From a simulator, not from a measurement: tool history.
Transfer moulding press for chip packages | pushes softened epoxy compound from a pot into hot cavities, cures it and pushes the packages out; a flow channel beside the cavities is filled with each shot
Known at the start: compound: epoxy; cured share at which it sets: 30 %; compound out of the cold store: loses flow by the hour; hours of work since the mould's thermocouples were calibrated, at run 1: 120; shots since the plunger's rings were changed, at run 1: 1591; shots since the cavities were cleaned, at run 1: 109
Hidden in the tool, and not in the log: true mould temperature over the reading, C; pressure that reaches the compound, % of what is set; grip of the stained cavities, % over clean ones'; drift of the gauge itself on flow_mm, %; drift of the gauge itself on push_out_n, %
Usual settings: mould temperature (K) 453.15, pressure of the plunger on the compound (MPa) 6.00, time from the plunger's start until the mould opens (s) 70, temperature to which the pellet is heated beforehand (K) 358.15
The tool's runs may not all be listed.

run	day	mould temperature (K)	pressure of the plunger on the compound (MPa)	time from the plunger's start until the mould opens (s)	temperature to which the pellet is heated beforehand (K)	hours of work since the mould's thermocouples were calibrated	shots since the plunger's rings were changed	shots since the cavities were cleaned	incoming compound's hours out of the cold store	length that the compound runs in the flow channel (mm)	greatest force on the pins that push the packages out (N)
1	0.000	453.15	6.00	70	358.15	120	1591	109	14.9	677	880
# day 1.367: cavities cleaned with cleaning compound and waxed
# day 3.108: cavities cleaned with cleaning compound and waxed
2	4.129	453.15	6.00	58	358.15	172	2780	304	44.2	625	1747
# day 5.046: cavities cleaned with cleaning compound and waxed
# day 7.083: cavities cleaned with cleaning compound and waxed
3	7.125	453.15	6.00	58	358.15	210	3632	12	30.6	642	1158
# day 9.017: cavities cleaned with cleaning compound and waxed
4	9.725	453.15	6.00	58	358.15	244	4385	210	25.8	645	1597
# day 11.054: cavities cleaned with cleaning compound and waxed
# day 11.525: plunger's sealing rings changed
# day 12.892: cavities cleaned with cleaning compound and waxed
5	13.196	453.15	6.00	70	358.15	286	478	90	38.1	644	842
# day 14.850: cavities cleaned with cleaning compound and waxed
6	15.146	453.15	6.00	59	358.15	311	1038	88	26.5	660	1315
# day 16.683: cavities cleaned with cleaning compound and waxed
# day 18.567: cavities cleaned with cleaning compound and waxed
7	18.733	453.15	6.00	59	358.15	357	2066	49	18.5	664	1230
# day 20.592: cavities cleaned with cleaning compound and waxed
# day 22.379: cavities cleaned with cleaning compound and waxed
8	22.496	453.15	6.00	59	358.15	404	3146	35	21.2	658	1150
# day 24.142: cavities cleaned with cleaning compound and waxed
9	25.662	453.15	6.00	70	358.15	445	4067	451	32.4	638	1216
# day 26.108: cavities cleaned with cleaning compound and waxed
# day 28.067: cavities cleaned with cleaning compound and waxed
# day 28.533: plunger's sealing rings changed
10	28.792	453.15	6.00	70	358.15	483	76	184	31.9	653	963
# day 30.067: cavities cleaned with cleaning compound and waxed
# day 32.075: cavities cleaned with cleaning compound and waxed
11	33.058	453.15	6.00	70	358.15	538	1306	292	16.3	675	1152
# day 33.908: cavities cleaned with cleaning compound and waxed
# day 35.783: cavities cleaned with cleaning compound and waxed
12	36.925	453.15	6.00	70	358.15	587	2417	339	29.8	650	1154
# day 37.362: mould's thermocouples calibrated
# day 37.633: cavities cleaned with cleaning compound and waxed
# day 39.471: cavities cleaned with cleaning compound and waxed
13	40.267	451.15	6.00	53	359.15	37	3347	236	11.9	683	2511
# day 41.238: cavities cleaned with cleaning compound and waxed
14	42.462	453.15	6.00	54	358.15	65	3980	364	27.1	653	2374
# day 43.275: cavities cleaned with cleaning compound and waxed
15	44.625	453.15	6.00	96	358.15	92	4604	401	17.9	662	749
# day 45.346: plunger's sealing rings changed
# day 45.408: cavities cleaned with cleaning compound and waxed
# day 47.146: cavities cleaned with cleaning compound and waxed
16	48.408	453.15	6.00	96	358.15	139	871	375	31.7	656	739
# day 49.033: cavities cleaned with cleaning compound and waxed
# day 51.108: cavities cleaned with cleaning compound and waxed
17	51.917	453.15	6.00	96	358.15	184	1876	240	11.5	683	648
# day 52.883: cavities cleaned with cleaning compound and waxed
18	54.521	447.15	6.00	70	359.15	217	2630	486	36.9	663	2178
# day 54.938: cavities cleaned with cleaning compound and waxed
# day 56.908: cavities cleaned with cleaning compound and waxed
# day 57.750: mould's thermocouples calibrated, once more
19	57.750	447.15	6.00	70	359.15	0	3527	225	45.3	639	1508
# day 58.771: cavities cleaned with cleaning compound and waxed
# day 60.658: cavities cleaned with cleaning compound and waxed
20	61.625	455.15	5.16	70	358.15	49	4641	288	12.0	613	965
# day 62.271: plunger's sealing rings changed
# day 62.558: cavities cleaned with cleaning compound and waxed
# day 64.325: cavities cleaned with cleaning compound and waxed
# day 66.196: cavities cleaned with cleaning compound and waxed
21	66.225	455.15	5.16	70	358.15	106	1118	9	41.8	585	591
# day 68.171: cavities cleaned with cleaning compound and waxed
22	69.492	456.15	6.29	77	354.15	148	2070	392	33.8	647	823
# day 70.142: cavities cleaned with cleaning compound and waxed
# day 71.958: cavities cleaned with cleaning compound and waxed
23	72.129	453.15	6.00	70	349.15	181	2816	51	12.1	674	800

4 ways to go on from here, each from the tool as it stands after run 23. What would each give?
# day 73.846: cavities cleaned with cleaning compound and waxed
A	75.117	454.15	6.00	70	362.15	220	3683	376	9.4	?	?
# day 73.846: cavities cleaned with cleaning compound and waxed
B	75.117	453.15	5.40	67	358.15	220	3683	376	38.8	?	?
# day 73.846: cavities cleaned with cleaning compound and waxed
C	75.117	457.15	6.00	54	349.15	220	3683	376	17.8	?	?
# day 73.846: cavities cleaned with cleaning compound and waxed
D	75.117	453.15	7.20	70	355.15	220	3683	376	20.0	?	?

run	length that the compound runs in the flow channel (mm)	greatest force on the pins that push the packages out (N)
A	667	1166
B	598	1320
C	650	1884
D	724	1249
Without the tool's hidden state the same runs would have given:
run	length that the compound runs in the flow channel (mm)	greatest force on the pins that push the packages out (N)
A	686	634
B	615	716
C	668	1020
D	744	678
